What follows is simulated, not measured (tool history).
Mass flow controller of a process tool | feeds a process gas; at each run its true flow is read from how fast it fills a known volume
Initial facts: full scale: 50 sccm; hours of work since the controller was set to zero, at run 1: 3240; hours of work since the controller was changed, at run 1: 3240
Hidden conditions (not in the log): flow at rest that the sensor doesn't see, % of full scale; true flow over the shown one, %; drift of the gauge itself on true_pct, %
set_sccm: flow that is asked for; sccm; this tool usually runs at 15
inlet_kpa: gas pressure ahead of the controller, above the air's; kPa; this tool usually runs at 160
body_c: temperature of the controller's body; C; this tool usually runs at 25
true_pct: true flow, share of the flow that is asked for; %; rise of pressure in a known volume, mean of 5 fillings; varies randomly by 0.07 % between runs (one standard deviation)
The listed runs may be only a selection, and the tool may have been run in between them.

run	hour	set_sccm	inlet_kpa	body_c	hours of work since the controller was set to zero	hours of work since the controller was changed	true_pct
1	0.0	15	160	25	3240	3240	98.51
2	150.0	15	160	25	3337	3337	98.57
3	459.9	15	160	25	3536	3536	98.55
4	775.4	15	160	25	3740	3740	98.77
5	1047.2	15	160	25	3915	3915	98.80
6	1233.3	15	160	25	4035	4035	98.88
7	1517.9	15	160	25	4219	4219	98.87
8	1682.1	22	160	25	4325	4325	99.18
9	1929.9	22	160	25	4485	4485	99.38
10	2059.4	15	196	25	4568	4568	98.88
11	2319.1	15	179	25	4736	4736	99.16
12	2593.9	49	160	25	4913	4913	100.76
13	2885.7	49	160	25	5101	5101	100.92
14	3036.0	49	145	36	5198	5198	100.29
15	3336.0	49	145	36	5391	5391	100.38
16	3476.7	49	150	24	5482	5482	100.91
# hour 3518.7: gauge calibrated
17	3742.9	49	150	21	5654	5654	100.38
18	3927.2	15	249	38	5773	5773	97.61
19	4083.8	6	249	38	5874	5874	97.25
20	4381.6	8	160	23	6066	6066	98.60
21	4578.9	15	160	22	6193	6193	98.81
22	4814.9	8	160	22	6345	6345	98.58
23	5012.6	15	160	37	6473	6473	98.18
24	5150.6	42	229	36	6562	6562	99.37
25	5457.1	35	196	25	6760	6760	99.75

Each row is a separate what-if for the run after 25, all from the same tool condition, not one after another. Results?
A	5725.8	35	173	25	6933	6933	?
B	5725.8	15	160	23	6933	6933	?
C	5725.8	15	213	24	6933	6933	?
D	5725.8	35	196	23	6933	6933	?

run	true_pct
A	99.99
B	99.21
C	99.04
D	100.04
With no hidden state in the tool, these same runs would have given:
run	true_pct
A	99.38
B	98.61
C	98.44
D	99.43

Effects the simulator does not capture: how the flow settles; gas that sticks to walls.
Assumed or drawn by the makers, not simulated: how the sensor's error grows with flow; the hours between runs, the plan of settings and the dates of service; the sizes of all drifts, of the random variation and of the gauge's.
